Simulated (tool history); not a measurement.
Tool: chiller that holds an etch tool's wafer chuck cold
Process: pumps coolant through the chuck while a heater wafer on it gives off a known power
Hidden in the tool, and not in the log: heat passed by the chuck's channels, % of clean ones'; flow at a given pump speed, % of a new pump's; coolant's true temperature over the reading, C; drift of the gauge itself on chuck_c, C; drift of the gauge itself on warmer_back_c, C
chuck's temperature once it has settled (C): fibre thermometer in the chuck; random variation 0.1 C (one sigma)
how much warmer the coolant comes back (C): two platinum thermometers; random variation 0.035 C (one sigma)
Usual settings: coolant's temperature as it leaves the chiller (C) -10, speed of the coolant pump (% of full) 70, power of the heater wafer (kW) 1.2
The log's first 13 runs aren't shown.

run    hour  coolant's temperature as it leaves the chiller (C)  speed of the coolant pump (% of full)  power of the heater wafer (kW)  hours since the coolant was changed and the channels were flushed  hours since the pump was overhauled  hours since the chiller's thermometer was calibrated  chuck's temperature once it has settled (C)  how much warmer the coolant comes back (C)
 14  1373.8                                                 -10                                     79                             1.2                                                               1551                                  420                                                  1369                                          1.5                                        5.32
 15  1488.6                                                 -10                                     79                             1.2                                                               1665                                  535                                                  1484                                          1.4                                        5.41
 16  1571.7                                                 -10                                     70                           0.835                                                               1749                                  618                                                  1567                                         -1.4                                        4.13
 17  1693.2                                                 -10                                     60                           1.586                                                               1870                                  739                                                  1688                                          7.7                                        9.12
 18  1780.5                                                 -10                                     60                           1.586                                                               1957                                  827                                                  1776                                          7.9                                        9.21
 19  1857.2                                                 -17                                     70                           1.355                                                               2034                                  903                                                  1852                                           -3                                         6.8
 20  1996.6                                                 -12                                     94                             1.2                                                               2173                                 1043                                                  1992                                         -1.5                                        4.51
 21    2070                                                 -10                                     67                             1.2                                                               2247                                 1116                                                  2065                                          2.9                                        6.26
 22  2184.4                                                 -19                                     67                             1.2                                                               2361                                 1230                                                  2179                                         -6.3                                         6.2
 23  2286.1                                                 -10                                     67                             1.2                                                               2463                                 1332                                                  2281                                          2.8                                        6.18
 24    2359                                                  -8                                     89                           1.292                                                               2536                                 1405                                                  2354                                          3.6                                        5.11
 25    2469                                                 -10                                     70                            0.79                                                               2646                                 1515                                                  2464                                         -1.9                                        3.92
 26  2592.7                                                 -10                                     70                            0.79                                                               2770                                 1639                                                  2588                                         -1.9                                        3.96
 27    2706                                                 -15                                     81                             1.2                                                               2883                                 1752                                                  2701                                         -3.6                                        5.24
 28  2804.9                                                 -17                                     97                           0.698                                                               2982                                 1851                                                  2800                                        -10.9                                        2.58
 29  2951.2                                                  -2                                     70                             1.2                                                               3128                                 1997                                                  2946                                         10.3                                           6
 30  3037.9                                                 -12                                     72                           0.781                                                               3215                                 2084                                                  3033                                         -3.9                                        3.83
 31  3206.1                                                 -12                                     72                           0.781                                                               3383                                 2252                                                  3201                                         -4.1                                        3.85

Forecast each of these 4 alternatives for the next run:
  A  3327.4                                                 -15                                     70                             1.2                                                               3504                                 2373                                                  3322                                            ?                                           ?
  B  3327.4                                                 -13                                     76                           1.791                                                               3504                                 2373                                                  3322                                            ?                                           ?
  C  3327.4                                                 -12                                     89                           0.781                                                               3504                                 2373                                                  3322                                            ?                                           ?
  D  3327.4                                                 -12                                     72                           1.402                                                               3504                                 2373                                                  3322                                            ?                                           ?

run  chuck's temperature once it has settled (C)  how much warmer the coolant comes back (C)
  A                                         -2.7                                           6
  B                                          4.7                                        8.29
  C                                           -5                                        3.13
  D                                          2.1                                        6.82
Without the tool's hidden state the same runs would have given:
run  chuck's temperature once it has settled (C)  how much warmer the coolant comes back (C)
  A                                         -2.7                                        5.99
  B                                          4.7                                        8.28
  C                                           -5                                        3.12
  D                                          2.1                                        6.81
